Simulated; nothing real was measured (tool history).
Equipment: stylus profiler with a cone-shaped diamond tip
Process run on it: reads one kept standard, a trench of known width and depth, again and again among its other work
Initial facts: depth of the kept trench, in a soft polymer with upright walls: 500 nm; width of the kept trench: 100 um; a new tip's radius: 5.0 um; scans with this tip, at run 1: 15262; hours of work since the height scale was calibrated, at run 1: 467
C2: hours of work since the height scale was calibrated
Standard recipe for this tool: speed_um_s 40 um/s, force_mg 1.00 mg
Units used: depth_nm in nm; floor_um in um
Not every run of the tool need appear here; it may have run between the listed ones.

run 1 hour=0.0 | speed_um_s=40 force_mg=1.00 | scans_with_this_tip=15262 C2=467 | depth_nm=504.80 floor_um=93.55
run 2 hour=99.5 | speed_um_s=40 force_mg=1.00 | scans_with_this_tip=15733 C2=530 | depth_nm=504.85 floor_um=93.50
run 3 hour=206.6 | speed_um_s=40 force_mg=1.00 | scans_with_this_tip=16238 C2=597 | depth_nm=504.89 floor_um=93.49
run 4 hour=348.2 | speed_um_s=40 force_mg=1.00 | scans_with_this_tip=16908 C2=687 | depth_nm=505.43 floor_um=93.39
run 5 hour=436.5 | speed_um_s=40 force_mg=1.00 | scans_with_this_tip=17324 C2=743 | depth_nm=505.17 floor_um=93.30
run 6 hour=507.8 | speed_um_s=40 force_mg=1.00 | scans_with_this_tip=17662 C2=788 | depth_nm=505.31 floor_um=93.32
run 7 hour=643.8 | speed_um_s=40 force_mg=1.00 | scans_with_this_tip=18304 C2=874 | depth_nm=505.53 floor_um=93.20
run 8 hour=729.8 | speed_um_s=11 force_mg=1.00 | scans_with_this_tip=18710 C2=929 | depth_nm=505.78 floor_um=93.48
run 9 hour=798.2 | speed_um_s=12 force_mg=1.00 | scans_with_this_tip=19034 C2=972 | depth_nm=505.84 floor_um=93.36
run 10 hour=887.4 | speed_um_s=40 force_mg=1.00 | scans_with_this_tip=19455 C2=1028 | depth_nm=505.96 floor_um=93.18
run 11 hour=1013.8 | speed_um_s=40 force_mg=1.00 | scans_with_this_tip=20053 C2=1109 | depth_nm=506.31 floor_um=93.05
-- hour=1053.6 new tip fitted, height scale calibrated
run 12 hour=1101.5 | speed_um_s=40 force_mg=1.00 | scans_with_this_tip=226 C2=30 | depth_nm=503.36 floor_um=95.25
run 13 hour=1198.0 | speed_um_s=40 force_mg=1.73 | scans_with_this_tip=682 C2=91 | depth_nm=505.17 floor_um=95.30
run 14 hour=1306.5 | speed_um_s=40 force_mg=1.73 | scans_with_this_tip=1195 C2=160 | depth_nm=505.53 floor_um=95.21
run 15 hour=1379.3 | speed_um_s=40 force_mg=2.25 | scans_with_this_tip=1539 C2=206 | depth_nm=506.55 floor_um=95.18
run 16 hour=1477.1 | speed_um_s=36 force_mg=1.29 | scans_with_this_tip=2001 C2=268 | depth_nm=504.37 floor_um=95.11
run 17 hour=1542.2 | speed_um_s=36 force_mg=1.29 | scans_with_this_tip=2309 C2=309 | depth_nm=504.78 floor_um=95.02
run 18 hour=1647.6 | speed_um_s=51 force_mg=0.73 | scans_with_this_tip=2807 C2=376 | depth_nm=503.34 floor_um=94.71
run 19 hour=1777.7 | speed_um_s=51 force_mg=0.73 | scans_with_this_tip=3421 C2=458 | depth_nm=503.82 floor_um=94.59
run 20 hour=1894.8 | speed_um_s=51 force_mg=0.73 | scans_with_this_tip=3975 C2=533 | depth_nm=503.53 floor_um=94.56
run 21 hour=1955.6 | speed_um_s=44 force_mg=0.74 | scans_with_this_tip=4262 C2=571 | depth_nm=504.14 floor_um=94.61
run 22 hour=2042.6 | speed_um_s=44 force_mg=0.74 | scans_with_this_tip=4673 C2=626 | depth_nm=504.25 floor_um=94.52
run 23 hour=2151.7 | speed_um_s=44 force_mg=0.74 | scans_with_this_tip=5188 C2=695 | depth_nm=504.13 floor_um=94.50
run 24 hour=2264.3 | speed_um_s=40 force_mg=0.35 | scans_with_this_tip=5721 C2=767 | depth_nm=503.43 floor_um=94.29
run 25 hour=2371.4 | speed_um_s=134 force_mg=1.38 | scans_with_this_tip=6226 C2=834 | depth_nm=506.08 floor_um=93.92
run 26 hour=2444.0 | speed_um_s=134 force_mg=1.38 | scans_with_this_tip=6569 C2=880 | depth_nm=506.32 floor_um=93.84
run 27 hour=2544.7 | speed_um_s=11 force_mg=1.88 | scans_with_this_tip=7045 C2=944 | depth_nm=507.26 floor_um=94.57
run 28 hour=2648.5 | speed_um_s=127 force_mg=0.46 | scans_with_this_tip=7536 C2=1010 | depth_nm=503.86 floor_um=93.04
run 29 hour=2778.0 | speed_um_s=11 force_mg=1.24 | scans_with_this_tip=8148 C2=1092 | depth_nm=506.41 floor_um=94.46

Consider 3 possible next runs. They are alternatives, not a sequence: every one starts from the tool as it was left by run 29. What does each give?
run A hour=2919.1 | speed_um_s=100 force_mg=0.93 | scans_with_this_tip=8814 C2=1181 | depth_nm=? floor_um=?
run B hour=2919.1 | speed_um_s=62 force_mg=1.00 | scans_with_this_tip=8814 C2=1181 | depth_nm=? floor_um=?
run C hour=2919.1 | speed_um_s=11 force_mg=0.50 | scans_with_this_tip=8814 C2=1181 | depth_nm=? floor_um=?

run=A depth_nm=505.59 floor_um=93.58
run=B depth_nm=505.78 floor_um=93.98
run=C depth_nm=504.58 floor_um=94.35
Had the tool no hidden state, the same runs would have come out as:
run=A depth_nm=503.35 floor_um=94.74
run=B depth_nm=503.54 floor_um=95.14
run=C depth_nm=502.35 floor_um=95.50
